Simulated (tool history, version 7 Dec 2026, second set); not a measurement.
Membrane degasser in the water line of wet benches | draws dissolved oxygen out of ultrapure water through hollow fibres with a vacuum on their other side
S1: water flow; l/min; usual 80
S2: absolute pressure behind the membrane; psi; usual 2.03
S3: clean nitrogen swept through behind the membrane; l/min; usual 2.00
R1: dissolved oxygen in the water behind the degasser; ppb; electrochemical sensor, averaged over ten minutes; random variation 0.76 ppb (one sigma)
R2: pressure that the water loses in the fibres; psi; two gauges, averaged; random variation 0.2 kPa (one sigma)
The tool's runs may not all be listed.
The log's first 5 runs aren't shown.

run    hour   S1    S2    S3      R1      R2
  6   478.5   80  2.67  2.00  1099.6   8.205
  7   584.6   80  2.03  2.00   811.2   8.225
  8   664.5   97  2.03  2.00   945.9   9.986
  9   741.1  118  2.03  2.00  1104.2  12.122
 10   791.7  118  2.03  2.00  1103.9  12.189
 11   849.3  118  2.03  2.00  1102.9  12.051
 12   920.6   80  2.03  2.00   813.1   8.232
 13   994.8   80  2.03  2.00   811.1   8.229
 14  1042.1   80  2.03  2.00   811.9   8.189
 15  1152.4   80  2.03  2.00   814.5   8.176
 16  1246.7   80  4.51  2.00  1832.8   8.227
 17  1352.1   80  1.89  2.00   746.1   8.228
 18  1457.7   51  3.45  1.15  1531.1   5.243
 19  1510.6   51  3.45  1.08  1595.6   5.250
 20  1602.8   73  2.23  2.69   673.1   7.588
 21  1654.0   86  1.97  1.26  1142.7   8.853
 22  1726.1   86  1.97  1.26  1143.6   8.831
 23  1774.5   86  1.97  1.26  1144.5   8.828

Forecast run 24:
 24  1864.7  63  3.41  1.26   ?   ?

Run 24 gave R1 1640.6 ppb, R2 6.505 psi.
Without the tool's hidden state the same run would have given R1 1631.9 ppb, R2 6.411 psi.
